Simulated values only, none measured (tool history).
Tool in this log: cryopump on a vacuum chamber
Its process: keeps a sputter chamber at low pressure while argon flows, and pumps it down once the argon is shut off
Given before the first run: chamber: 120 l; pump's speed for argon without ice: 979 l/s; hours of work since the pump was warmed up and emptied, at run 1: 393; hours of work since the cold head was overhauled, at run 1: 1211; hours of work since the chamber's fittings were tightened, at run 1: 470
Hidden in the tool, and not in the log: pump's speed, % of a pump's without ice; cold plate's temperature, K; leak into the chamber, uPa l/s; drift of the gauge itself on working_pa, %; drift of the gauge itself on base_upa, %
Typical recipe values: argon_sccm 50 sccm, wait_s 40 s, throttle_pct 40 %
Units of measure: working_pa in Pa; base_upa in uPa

run,hour,argon_sccm,wait_s,throttle_pct,hours of work since the pump was warmed up and emptied,hours of work since the cold head was overhauled,hours of work since the chamber's fittings were tightened,working_pa,base_upa
1,0.0,50,40,40,393,1211,470,0.2293,3.46
2,48.3,50,40,40,419,1237,497,0.2317,3.40
3,105.8,50,40,40,451,1269,528,0.2343,3.45
4,187.4,50,256,40,496,1314,573,0.2342,1.16
5,257.1,50,256,40,534,1352,612,0.2379,1.20
6,297.9,50,256,40,557,1374,634,0.2369,1.24
7,377.1,50,256,40,600,1418,677,0.2412,1.26
8,430.4,50,256,40,629,1447,707,0.2433,1.30
9,501.3,70,33,25,668,1486,746,0.5252,4.12
10,587.1,80,71,57,715,1533,793,0.2942,2.54
11,640.2,80,71,57,745,1562,822,0.2936,2.57
12,721.4,46,40,31,789,1607,867,0.2887,3.73
# hour 746.1: pump warmed up, emptied and cooled again
13,794.2,81,55,52,26,1644,904,0.2743,2.79
14,882.1,81,55,52,75,1693,952,0.2746,2.80
15,954.6,42,55,18,114,1732,992,0.4047,2.79
16,1014.4,36,55,18,147,1765,1025,0.3492,2.87

What if the next run were any one of these 3? Each begins from the tool's condition after run 16:
A,1095.4,36,162,53,192,1810,1069,?,?
B,1095.4,37,99,17,192,1810,1069,?,?
C,1095.4,38,55,18,192,1810,1069,?,?

run,working_pa,base_upa
A,0.1232,1.64
B,0.3823,2.06
C,0.3706,2.94
What these runs would have given with no unlogged condition in the tool:
run,working_pa,base_upa
A,0.1170,0.98
B,0.3760,1.39
C,0.3641,2.29
